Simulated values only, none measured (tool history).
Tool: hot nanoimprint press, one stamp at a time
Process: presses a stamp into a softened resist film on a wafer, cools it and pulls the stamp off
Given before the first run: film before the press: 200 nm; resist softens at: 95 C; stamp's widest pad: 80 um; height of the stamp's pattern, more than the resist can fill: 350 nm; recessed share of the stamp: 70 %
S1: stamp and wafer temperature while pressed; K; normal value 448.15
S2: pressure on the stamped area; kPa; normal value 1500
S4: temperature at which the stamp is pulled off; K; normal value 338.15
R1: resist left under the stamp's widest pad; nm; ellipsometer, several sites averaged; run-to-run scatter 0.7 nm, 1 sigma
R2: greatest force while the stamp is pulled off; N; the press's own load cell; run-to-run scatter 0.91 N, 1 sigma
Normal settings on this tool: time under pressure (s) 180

{"run": 1, "hour": 0.0, "S1": 448.15, "S2": 1500, "time under pressure (s)": 180, "S4": 338.15, "R1": 85.9, "R2": 88.1}
{"run": 2, "hour": 16.5, "S1": 448.15, "S2": 1500, "time under pressure (s)": 180, "S4": 338.15, "R1": 86, "R2": 90.5}
{"run": 3, "hour": 47.9, "S1": 448.15, "S2": 1500, "time under pressure (s)": 180, "S4": 338.15, "R1": 85.7, "R2": 90.7}
{"run": 4, "hour": 64.0, "S1": 448.15, "S2": 1500, "time under pressure (s)": 172, "S4": 338.15, "R1": 86, "R2": 91.1}
{"hour": 95.0, "done": "plate thermocouple calibrated"}
{"run": 5, "hour": 98.2, "S1": 448.15, "S2": 1500, "time under pressure (s)": 172, "S4": 341.15, "R1": 80.7, "R2": 85.8}
{"hour": 127.5, "done": "stamp cleaned and given a new release coat"}
{"run": 6, "hour": 129.4, "S1": 448.15, "S2": 1500, "time under pressure (s)": 172, "S4": 341.15, "R1": 81.5, "R2": 78.5}
{"run": 7, "hour": 147.0, "S1": 448.15, "S2": 1500, "time under pressure (s)": 172, "S4": 341.15, "R1": 81.4, "R2": 79.3}
{"run": 8, "hour": 178.7, "S1": 448.15, "S2": 1500, "time under pressure (s)": 172, "S4": 341.15, "R1": 81, "R2": 79.9}
{"run": 9, "hour": 193.9, "S1": 448.15, "S2": 1500, "time under pressure (s)": 172, "S4": 341.15, "R1": 79.4, "R2": 82.9}
{"run": 10, "hour": 214.7, "S1": 453.15, "S2": 1360, "time under pressure (s)": 143, "S4": 328.15, "R1": 73.7, "R2": 107.9}

The next listed run, before its measurement:
{"run": 11, "hour": 237.6, "S1": 454.15, "S2": 1360, "time under pressure (s)": 272, "S4": 328.15, "R1": "?", "R2": "?"}

Run 11 measured R1 54.2 nm, R2 111.3 N.
The same run, on a tool lacking any hidden state, would have yielded R1 64.7 nm, R2 109.4 N.
